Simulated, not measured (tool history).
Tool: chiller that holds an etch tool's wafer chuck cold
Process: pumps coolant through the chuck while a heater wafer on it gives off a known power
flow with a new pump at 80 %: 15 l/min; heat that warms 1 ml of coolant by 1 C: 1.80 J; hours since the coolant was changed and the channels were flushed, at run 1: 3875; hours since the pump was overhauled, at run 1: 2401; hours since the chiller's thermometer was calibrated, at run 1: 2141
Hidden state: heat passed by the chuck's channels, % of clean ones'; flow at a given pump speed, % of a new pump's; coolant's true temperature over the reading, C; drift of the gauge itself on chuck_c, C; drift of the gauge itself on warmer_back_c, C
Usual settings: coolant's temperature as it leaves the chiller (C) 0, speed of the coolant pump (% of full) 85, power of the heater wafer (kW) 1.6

run	hour	coolant's temperature as it leaves the chiller (C)	speed of the coolant pump (% of full)	power of the heater wafer (kW)	hours since the coolant was changed and the channels were flushed	hours since the pump was overhauled	hours since the chiller's thermometer was calibrated	chuck's temperature once it has settled (C)	how much warmer the coolant comes back (C)
1	0	0	85	1.6	3875	2401	2141	14	3.61
2	59.7	0	85	2.392	3935	2461	2201	21	5.35
3	100.1	0	85	2.392	3975	2501	2242	21.1	5.44
4	137.1	0	85	2.392	4012	2538	2279	20.9	5.38
5	229.1	0	85	1.326	4104	2630	2370	11.9	3.02
6	271.5	0	85	1.11	4147	2672	2413	10	2.45
7	332.7	0	85	1.6	4208	2734	2474	14.4	3.64
8	417.4	0	95	1.6	4293	2818	2559	13.3	3.2
9	465.7	0	95	1.6	4341	2867	2607	13.5	3.2
# hour 519.7: coolant changed, channels flushed
10	519.7	0	85	1.6	0	2915	2655	12.2	3.63
11	606.4	0	85	1.6	87	3001	2742	12.5	3.58
12	690.4	0	85	1.6	171	3085	2826	12.7	3.65
13	753.6	0	85	1.6	234	3148	2889	12.5	3.67
14	809.9	0	85	1.6	290	3205	2945	12.5	3.65
15	874.4	0	85	1.309	355	3269	3010	10.3	2.98
# hour 918: chiller's thermometer calibrated
16	918	0	85	1.6	397	3312	0	12.5	3.67
17	1007.6	0	85	1.6	487	3401	90	12.5	3.68
18	1064.6	4	85	0.948	544	3458	147	11.3	2.2
19	1151.5	10	85	0.868	631	3545	234	16.9	1.99
20	1241.1	10	85	0.868	720	3635	323	16.8	2.06
21	1325.1	-3	75	1.022	804	3719	407	6	2.73
22	1377.5	-4	61	1.464	857	3771	459	11.3	4.75
23	1422.6	9	98	1.6	902	3816	505	20.6	3.25
24	1510.2	2	89	0.922	989	3904	592	9.1	2.09
25	1584.9	2	89	0.922	1064	3979	667	9.3	2.08
26	1660.7	-1	93	2.229	1140	4055	743	15.9	4.82
27	1720.7	7	64	0.801	1200	4115	803	15.4	2.52
28	1800.6	7	64	0.801	1280	4194	883	15.3	2.46
29	1861.1	0	85	1.749	1340	4255	943	14.5	4.2
30	1932.6	0	85	1.749	1412	4326	1015	14.6	4.22
31	2011.7	0	85	1.749	1491	4406	1094	14.8	4.22
32	2069.3	0	85	1.749	1549	4463	1151	14.7	4.19
33	2154.5	6	94	1.994	1634	4548	1237	21.5	4.31

The same runs without the tool's hidden state, with the same run-to-run variation:
run	chuck's temperature once it has settled (C)	how much warmer the coolant comes back (C)
1	11.3	3.38
2	16.9	5
3	17	5.08
4	16.6	5.02
5	9.3	2.81
6	7.8	2.27
7	11.3	3.37
8	10.3	2.95
9	10.5	2.95
10	11.1	3.34
11	11.3	3.29
12	11.4	3.35
13	11.2	3.36
14	11.2	3.33
15	9.1	2.72
16	11.4	3.34
17	11.3	3.34
18	10.5	2
19	16.1	1.79
20	16	1.86
21	4.9	2.45
22	9.3	4.25
23	19.1	2.91
24	8.1	1.87
25	8.3	1.85
26	13.5	4.27
27	14.1	2.23
28	14	2.16
29	12.3	3.71
30	12.3	3.72
31	12.3	3.7
32	12.2	3.66
33	18.8	3.76

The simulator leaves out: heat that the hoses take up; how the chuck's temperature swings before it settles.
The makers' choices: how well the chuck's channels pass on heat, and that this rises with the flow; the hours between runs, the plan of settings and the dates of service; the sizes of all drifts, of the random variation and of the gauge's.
